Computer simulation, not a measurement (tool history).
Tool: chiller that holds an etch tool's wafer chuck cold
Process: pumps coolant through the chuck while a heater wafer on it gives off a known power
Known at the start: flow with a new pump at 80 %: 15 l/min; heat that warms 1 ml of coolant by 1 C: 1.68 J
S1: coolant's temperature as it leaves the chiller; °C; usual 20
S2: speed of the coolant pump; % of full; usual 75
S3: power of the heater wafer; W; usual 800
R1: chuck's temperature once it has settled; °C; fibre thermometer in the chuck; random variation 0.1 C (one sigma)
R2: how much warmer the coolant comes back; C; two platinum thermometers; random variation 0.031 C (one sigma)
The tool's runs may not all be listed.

run,hour,S1,S2,S3,R1,R2
1,0.0,20,75,800,25.9,2.06
2,22.0,20,75,800,25.8,2.09
3,52.3,17,75,800,23.1,2.11
4,104.0,17,75,800,23.0,2.09
5,127.0,20,66,800,26.4,2.35
6,174.4,20,66,800,26.5,2.40
7,211.1,21,66,800,27.6,2.36
8,242.9,21,66,800,27.6,2.41
9,275.7,21,66,800,27.7,2.43
10,299.6,20,75,800,26.0,2.15
11,332.9,20,75,1047,28.0,2.79
12,357.1,15,75,800,21.0,2.11
13,406.3,20,75,800,26.1,2.13
14,431.7,20,75,800,26.0,2.14
15,462.9,22,75,800,27.9,2.11
16,501.1,22,75,800,28.1,2.08
17,540.0,21,77,410,23.8,1.03
18,572.6,21,86,439,23.9,0.93
19,596.0,12,75,411,14.9,1.10
# hour 604.2: coolant pump overhauled
# hour 639.1: chiller's thermometer calibrated
20,647.1,18,75,750,24.0,1.98
21,673.2,23,68,800,29.8,2.37
22,722.0,23,68,800,29.7,2.42
# hour 751.6: coolant pump overhauled, once more
23,766.6,18,75,800,24.3,2.07
24,813.1,15,89,461,18.1,0.98
25,860.1,17,79,1032,24.7,2.54
26,886.4,16,60,663,22.2,2.15
27,933.4,20,72,490,24.1,1.32
28,955.8,20,72,490,23.9,1.31
29,986.7,17,71,800,23.4,2.16
30,1027.4,10,85,610,14.0,1.44
31,1067.0,24,62,800,31.3,2.54
32,1091.7,24,62,961,32.7,3.03

3 ways to go on from here, each from the tool as it stands after run 32. What would each give?
A,1127.9,20,78,537,?,?
B,1127.9,20,75,770,?,?
C,1127.9,24,81,764,?,?

run,R1,R2
A,24.0,1.32
B,25.9,2.02
C,29.7,1.86
Without the tool's hidden state the same runs would have given:
run,R1,R2
A,23.6,1.30
B,25.4,1.99
C,29.2,1.83

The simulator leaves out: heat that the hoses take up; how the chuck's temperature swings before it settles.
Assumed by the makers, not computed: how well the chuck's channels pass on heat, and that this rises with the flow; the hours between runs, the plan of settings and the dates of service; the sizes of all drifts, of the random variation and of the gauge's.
